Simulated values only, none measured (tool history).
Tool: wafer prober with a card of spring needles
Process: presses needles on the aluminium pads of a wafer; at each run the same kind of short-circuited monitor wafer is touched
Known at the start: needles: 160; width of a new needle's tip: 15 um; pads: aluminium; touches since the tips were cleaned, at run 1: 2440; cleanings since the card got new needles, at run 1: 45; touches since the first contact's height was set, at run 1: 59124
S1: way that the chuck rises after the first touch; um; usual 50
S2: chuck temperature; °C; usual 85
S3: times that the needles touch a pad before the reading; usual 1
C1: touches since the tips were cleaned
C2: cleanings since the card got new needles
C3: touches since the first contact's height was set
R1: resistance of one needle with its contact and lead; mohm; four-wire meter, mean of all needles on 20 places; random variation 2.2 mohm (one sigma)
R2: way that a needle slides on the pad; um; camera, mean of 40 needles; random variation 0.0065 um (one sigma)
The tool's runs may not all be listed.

run   hour  S1   S2  S3    C1  C2     C3   R1      R2
  1    0.0  50   85   1  2440  45  59124  355   8.329
      28.9  -- tips cleaned on abrasive film
  2   53.3  50   85   2  4110  46  68105  349   8.333
      73.5  -- tips cleaned on abrasive film
  3   93.8  50   53   1  3431  47  74936  400   8.322
     111.8  -- height of the first contact set anew
     115.9  -- tips cleaned on abrasive film
  4  137.4  50   53   1  3619  48   4295  403   8.388
     160.4  -- tips cleaned on abrasive film
  5  191.2  50   85   1  5198  49  13374  437   8.364
     204.7  -- tips cleaned on abrasive film
  6  219.2  50   45   1  2447  50  18083  367   8.366
     249.5  -- tips cleaned on abrasive film
  7  280.8  50   85   1  5277  51  28464  433   8.362
     292.4  -- tips cleaned on abrasive film
  8  319.4  50   85   1  4558  52  34970  424   8.350
     335.6  -- tips cleaned on abrasive film
  9  352.3  50   85   1  2814  53  40508  387   8.336
     379.2  -- tips cleaned on abrasive film
 10  397.4  37   85   1  3069  54  48108  493   6.149
     422.1  -- tips cleaned on abrasive film
 11  440.6  50   85   1  3128  55  55391  378   8.321
     466.3  -- tips cleaned on abrasive film
 12  486.8  33   68   1  3453  56  63165  613   5.464
     509.7  -- tips cleaned on abrasive film
 13  547.5  62   77   1  6387  57  73411  403  10.314
     552.8  -- tips cleaned on abrasive film
     573.0  -- height of the first contact set anew
 14  593.5  62   77   1  6825  58   3458  400  10.390
     598.5  -- tips cleaned on abrasive film
     640.7  -- tips cleaned on abrasive film
 15  649.5  62   77   1  1492  60  12891  299  10.366
     684.4  -- tips cleaned on abrasive film
 16  692.7  50   88   1  1402  61  20160  341   8.350
     728.2  -- tips cleaned on abrasive film
 17  756.8  51   40   3  4836  62  30972  305   8.519
     771.2  -- tips cleaned on abrasive film
 18  804.1  54  109   3  5557  63  38941  310   9.011
     815.7  -- tips cleaned on abrasive film
 19  838.0  38   26   3  3774  64  44653  343   6.303
     860.2  -- tips cleaned on abrasive film
 20  901.6  38   26   3  6990  65  55373  388   6.310
     905.6  -- tips cleaned on abrasive film
 21  941.0  64   26   1  5978  66  62018  376  10.662

Hidden state at the last listed run before each entry between runs and at the first one after, where it differs:
Between runs 1 and 2: tips cleaned on abrasive film (hour 28.9)
  debris on the tips, nm: 78.5 -> 117.2; way that the needles fall short of the set height, um: 0.34 -> 0.38; tips' diameter, um: 15.85 -> 15.87
  measured less the result without the state, R1: +113 -> +104 mohm; R2: -0.056 -> -0.064 um
Between runs 2 and 3: tips cleaned on abrasive film (hour 73.5)
  debris on the tips, nm: 117.2 -> 106.9; way that the needles fall short of the set height, um: 0.38 -> 0.43; tips' diameter, um: 15.87 -> 15.88
  measured less the result without the state, R1: +104 -> +164 mohm; R2: -0.064 -> -0.071 um
Between runs 3 and 4: height of the first contact set anew (hour 111.8); tips cleaned on abrasive film (hour 115.9)
  debris on the tips, nm: 106.9 -> 110.1; way that the needles fall short of the set height, um: 0.43 -> 0.05; tips' diameter, um: 15.88 -> 15.9
  measured less the result without the state, R1: +164 -> +167 mohm; R2: -0.071 -> -0.008 um
Between runs 4 and 5: tips cleaned on abrasive film (hour 160.4)
  debris on the tips, nm: 110.1 -> 134.3; way that the needles fall short of the set height, um: 0.05 -> 0.09; tips' diameter, um: 15.9 -> 15.91
  measured less the result without the state, R1: +167 -> +194 mohm; R2: -0.008 -> -0.015 um
Between runs 5 and 6: tips cleaned on abrasive film (hour 204.7)
  debris on the tips, nm: 134.3 -> 84; way that the needles fall short of the set height, um: 0.09 -> 0.14; tips' diameter, um: 15.91 -> 15.93
  measured less the result without the state, R1: +194 -> +131 mohm; R2: -0.015 -> -0.024 um
Between runs 6 and 7: tips cleaned on abrasive film (hour 249.5)
  debris on the tips, nm: 84 -> 131.1; way that the needles fall short of the set height, um: 0.14 -> 0.18; tips' diameter, um: 15.93 -> 15.95
  measured less the result without the state, R1: +131 -> +190 mohm; R2: -0.024 -> -0.030 um
Between runs 7 and 8: tips cleaned on abrasive film (hour 292.4)
  debris on the tips, nm: 131.1 -> 122.3; way that the needles fall short of the set height, um: 0.18 -> 0.23; tips' diameter, um: 15.95 -> 15.97
  measured less the result without the state, R1: +190 -> +180 mohm; R2: -0.030 -> -0.039 um
Between runs 8 and 9: tips cleaned on abrasive film (hour 335.6)
  debris on the tips, nm: 122.3 -> 97.7; way that the needles fall short of the set height, um: 0.23 -> 0.29; tips' diameter, um: 15.97 -> 15.98
  measured less the result without the state, R1: +180 -> +144 mohm; R2: -0.039 -> -0.048 um
Between runs 9 and 10: tips cleaned on abrasive film (hour 379.2)
  debris on the tips, nm: 97.7 -> 93.4; way that the needles fall short of the set height, um: 0.29 -> 0.33; tips' diameter, um: 15.98 -> 16
  measured less the result without the state, R1: +144 -> +241 mohm; R2: -0.048 -> -0.055 um
Between runs 10 and 11: tips cleaned on abrasive film (hour 422.1)
  debris on the tips, nm: 93.4 -> 89.8; way that the needles fall short of the set height, um: 0.33 -> 0.38; tips' diameter, um: 16 -> 16.02
  measured less the result without the state, R1: +241 -> +134 mohm; R2: -0.055 -> -0.064 um
Between runs 11 and 12: tips cleaned on abrasive film (hour 466.3)
  debris on the tips, nm: 89.8 -> 111.9; way that the needles fall short of the set height, um: 0.38 -> 0.44; tips' diameter, um: 16.02 -> 16.04
  measured less the result without the state, R1: +134 -> +367 mohm; R2: -0.064 -> -0.074 um
Between runs 12 and 13: tips cleaned on abrasive film (hour 509.7)
  debris on the tips, nm: 111.9 -> 150.2; way that the needles fall short of the set height, um: 0.44 -> 0.49; tips' diameter, um: 16.04 -> 16.06
  measured less the result without the state, R1: +367 -> +157 mohm; R2: -0.074 -> -0.083 um
Between runs 13 and 14: tips cleaned on abrasive film (hour 552.8); height of the first contact set anew (hour 573.0)
  debris on the tips, nm: 150.2 -> 154.7; way that the needles fall short of the set height, um: 0.49 -> 0; tips' diameter, um: 16.06 -> 16.08
  measured less the result without the state, R1: +157 -> +158 mohm; R2: -0.083 -> +0.000 um
Between runs 14 and 15: tips cleaned on abrasive film (hour 598.5); tips cleaned on abrasive film (hour 640.7)
  debris on the tips, nm: 154.7 -> 63.6; way that the needles fall short of the set height, um: 0 -> 0.12; tips' diameter, um: 16.08 -> 16.12
  measured less the result without the state, R1: +158 -> +64 mohm; R2: +0.000 -> -0.020 um
Between runs 15 and 16: tips cleaned on abrasive film (hour 684.4)
  debris on the tips, nm: 63.6 -> 65.2; way that the needles fall short of the set height, um: 0.12 -> 0.17; tips' diameter, um: 16.12 -> 16.14
  measured less the result without the state, R1: +64 -> +96 mohm; R2: -0.020 -> -0.029 um
Between runs 16 and 17: tips cleaned on abrasive film (hour 728.2)
  debris on the tips, nm: 65.2 -> 127.5; way that the needles fall short of the set height, um: 0.17 -> 0.24; tips' diameter, um: 16.14 -> 16.16
  measured less the result without the state, R1: +96 -> +72 mohm; R2: -0.029 -> -0.039 um
Between runs 17 and 18: tips cleaned on abrasive film (hour 771.2)
  debris on the tips, nm: 127.5 -> 139.4; way that the needles fall short of the set height, um: 0.24 -> 0.29; tips' diameter, um: 16.16 -> 16.18
  measured less the result without the state, R1: +72 -> +63 mohm; R2: -0.039 -> -0.049 um
Between runs 18 and 19: tips cleaned on abrasive film (hour 815.7)
  debris on the tips, nm: 139.4 -> 108.7; way that the needles fall short of the set height, um: 0.29 -> 0.36; tips' diameter, um: 16.18 -> 16.2
  measured less the result without the state, R1: +63 -> +109 mohm; R2: -0.049 -> -0.060 um
Between runs 19 and 20: tips cleaned on abrasive film (hour 860.2)
  debris on the tips, nm: 108.7 -> 151.4; way that the needles fall short of the set height, um: 0.36 -> 0.42; tips' diameter, um: 16.2 -> 16.22
  measured less the result without the state, R1: +109 -> +152 mohm; R2: -0.060 -> -0.070 um
Between runs 20 and 21: tips cleaned on abrasive film (hour 905.6)
  debris on the tips, nm: 151.4 -> 140.9; way that the needles fall short of the set height, um: 0.42 -> 0.48; tips' diameter, um: 16.22 -> 16.24
  measured less the result without the state, R1: +152 -> +150 mohm; R2: -0.070 -> -0.081 um
